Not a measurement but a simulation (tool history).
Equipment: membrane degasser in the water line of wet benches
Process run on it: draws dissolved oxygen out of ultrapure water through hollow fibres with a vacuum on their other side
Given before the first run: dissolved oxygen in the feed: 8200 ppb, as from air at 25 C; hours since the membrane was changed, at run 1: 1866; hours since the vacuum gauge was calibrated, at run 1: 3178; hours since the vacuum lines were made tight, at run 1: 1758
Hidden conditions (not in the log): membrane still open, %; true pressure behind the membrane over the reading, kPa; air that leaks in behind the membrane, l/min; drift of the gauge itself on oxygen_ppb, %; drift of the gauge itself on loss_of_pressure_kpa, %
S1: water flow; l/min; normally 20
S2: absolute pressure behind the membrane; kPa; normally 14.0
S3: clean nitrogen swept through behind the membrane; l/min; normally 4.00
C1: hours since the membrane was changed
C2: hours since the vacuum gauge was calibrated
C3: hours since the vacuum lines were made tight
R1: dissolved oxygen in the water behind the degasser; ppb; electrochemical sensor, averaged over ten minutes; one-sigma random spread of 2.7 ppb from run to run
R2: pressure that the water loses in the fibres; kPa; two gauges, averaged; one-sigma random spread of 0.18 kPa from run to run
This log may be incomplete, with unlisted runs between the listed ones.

{"run": 1, "hour": 0.0, "S1": 20, "S2": 14.0, "S3": 4.0, "C1": 1866, "C2": 3178, "C3": 1758, "R1": 274.8, "R2": 32.71}
{"run": 2, "hour": 26.9, "S1": 20, "S2": 14.0, "S3": 4.0, "C1": 1893, "C2": 3205, "C3": 1785, "R1": 273.1, "R2": 32.66}
{"run": 3, "hour": 78.2, "S1": 20, "S2": 14.0, "S3": 4.0, "C1": 1944, "C2": 3257, "C3": 1836, "R1": 275.6, "R2": 32.64}
{"run": 4, "hour": 121.8, "S1": 20, "S2": 14.0, "S3": 4.0, "C1": 1987, "C2": 3300, "C3": 1880, "R1": 277.5, "R2": 32.69}
{"run": 5, "hour": 161.9, "S1": 20, "S2": 14.0, "S3": 4.0, "C1": 2028, "C2": 3340, "C3": 1920, "R1": 273.2, "R2": 32.63}
{"run": 6, "hour": 184.3, "S1": 20, "S2": 14.0, "S3": 4.0, "C1": 2050, "C2": 3363, "C3": 1942, "R1": 271.2, "R2": 32.44}
{"run": 7, "hour": 232.0, "S1": 20, "S2": 16.5, "S3": 4.0, "C1": 2098, "C2": 3410, "C3": 1990, "R1": 305.8, "R2": 32.74}
{"run": 8, "hour": 255.1, "S1": 20, "S2": 34.4, "S3": 4.0, "C1": 2121, "C2": 3433, "C3": 2013, "R1": 505.3, "R2": 32.74}
{"run": 9, "hour": 306.2, "S1": 20, "S2": 14.0, "S3": 2.3, "C1": 2172, "C2": 3485, "C3": 2064, "R1": 365.0, "R2": 32.72}
{"run": 10, "hour": 354.4, "S1": 20, "S2": 14.0, "S3": 7.2, "C1": 2220, "C2": 3533, "C3": 2112, "R1": 222.5, "R2": 32.82}
{"run": 11, "hour": 381.9, "S1": 20, "S2": 14.0, "S3": 7.2, "C1": 2248, "C2": 3560, "C3": 2140, "R1": 221.3, "R2": 32.94}
{"run": 12, "hour": 423.0, "S1": 20, "S2": 14.0, "S3": 4.0, "C1": 2289, "C2": 3601, "C3": 2181, "R1": 277.4, "R2": 32.94}
{"run": 13, "hour": 473.6, "S1": 20, "S2": 14.0, "S3": 4.0, "C1": 2339, "C2": 3652, "C3": 2231, "R1": 279.6, "R2": 32.81}
{"run": 14, "hour": 525.7, "S1": 20, "S2": 14.0, "S3": 4.0, "C1": 2391, "C2": 3704, "C3": 2284, "R1": 272.5, "R2": 32.7}
{"run": 15, "hour": 575.4, "S1": 20, "S2": 14.0, "S3": 4.0, "C1": 2441, "C2": 3754, "C3": 2333, "R1": 276.9, "R2": 32.75}
{"run": 16, "hour": 606.6, "S1": 20, "S2": 14.0, "S3": 4.0, "C1": 2472, "C2": 3785, "C3": 2364, "R1": 280.7, "R2": 32.78}
{"run": 17, "hour": 654.9, "S1": 12, "S2": 14.0, "S3": 4.0, "C1": 2521, "C2": 3833, "C3": 2413, "R1": 99.0, "R2": 19.67}
{"run": 18, "hour": 689.8, "S1": 20, "S2": 11.6, "S3": 4.55, "C1": 2555, "C2": 3868, "C3": 2448, "R1": 236.9, "R2": 32.64}
{"run": 19, "hour": 725.7, "S1": 20, "S2": 11.6, "S3": 4.55, "C1": 2591, "C2": 3904, "C3": 2484, "R1": 238.6, "R2": 32.27}
{"run": 20, "hour": 768.9, "S1": 20, "S2": 21.0, "S3": 4.0, "C1": 2635, "C2": 3947, "C3": 2527, "R1": 356.0, "R2": 32.82}
{"run": 21, "hour": 797.8, "S1": 21, "S2": 14.0, "S3": 4.43, "C1": 2663, "C2": 3976, "C3": 2556, "R1": 296.9, "R2": 34.46}
{"run": 22, "hour": 836.6, "S1": 21, "S2": 14.0, "S3": 4.43, "C1": 2702, "C2": 4015, "C3": 2595, "R1": 296.8, "R2": 34.44}
{"run": 23, "hour": 866.4, "S1": 17, "S2": 14.7, "S3": 3.31, "C1": 2732, "C2": 4045, "C3": 2624, "R1": 228.4, "R2": 27.83}
{"run": 24, "hour": 908.4, "S1": 17, "S2": 14.7, "S3": 3.31, "C1": 2774, "C2": 4087, "C3": 2666, "R1": 222.4, "R2": 28.04}
{"run": 25, "hour": 951.4, "S1": 17, "S2": 11.5, "S3": 10.05, "C1": 2817, "C2": 4130, "C3": 2709, "R1": 117.2, "R2": 27.82}
{"run": 26, "hour": 1004.7, "S1": 17, "S2": 9.2, "S3": 5.43, "C1": 2870, "C2": 4183, "C3": 2763, "R1": 131.6, "R2": 27.98}
{"run": 27, "hour": 1033.1, "S1": 17, "S2": 19.3, "S3": 5.43, "C1": 2899, "C2": 4212, "C3": 2791, "R1": 210.1, "R2": 28.36}
{"run": 28, "hour": 1070.6, "S1": 17, "S2": 19.3, "S3": 5.43, "C1": 2936, "C2": 4249, "C3": 2829, "R1": 207.5, "R2": 27.88}
{"run": 29, "hour": 1117.8, "S1": 29, "S2": 32.2, "S3": 5.43, "C1": 2983, "C2": 4296, "C3": 2876, "R1": 780.6, "R2": 47.77}
{"run": 30, "hour": 1158.7, "S1": 23, "S2": 12.0, "S3": 4.0, "C1": 3024, "C2": 4337, "C3": 2917, "R1": 352.2, "R2": 37.84}
{"run": 31, "hour": 1182.3, "S1": 13, "S2": 10.1, "S3": 3.26, "C1": 3048, "C2": 4361, "C3": 2940, "R1": 95.6, "R2": 21.42}
{"run": 32, "hour": 1234.1, "S1": 20, "S2": 30.4, "S3": 4.0, "C1": 3100, "C2": 4412, "C3": 2992, "R1": 467.7, "R2": 32.87}

3 options for the next run, each taken on its own from the tool as it stands now. Forecast them:
{"run": "A", "hour": 1259.9, "S1": 23, "S2": 14.0, "S3": 4.0, "C1": 3126, "C2": 4438, "C3": 3018, "R1": "?", "R2": "?"}
{"run": "B", "hour": 1259.9, "S1": 20, "S2": 14.0, "S3": 9.3, "C1": 3126, "C2": 4438, "C3": 3018, "R1": "?", "R2": "?"}
{"run": "C", "hour": 1259.9, "S1": 20, "S2": 30.4, "S3": 3.79, "C1": 3126, "C2": 4438, "C3": 3018, "R1": "?", "R2": "?"}

run=A R1=375.2 R2=38.02
run=B R1=206.7 R2=33.06
run=C R1=478.0 R2=32.97
With no hidden state in the tool, these same runs would have given:
run=A R1=355.2 R2=37.29
run=B R1=193.4 R2=32.43
run=C R1=460.3 R2=32.34

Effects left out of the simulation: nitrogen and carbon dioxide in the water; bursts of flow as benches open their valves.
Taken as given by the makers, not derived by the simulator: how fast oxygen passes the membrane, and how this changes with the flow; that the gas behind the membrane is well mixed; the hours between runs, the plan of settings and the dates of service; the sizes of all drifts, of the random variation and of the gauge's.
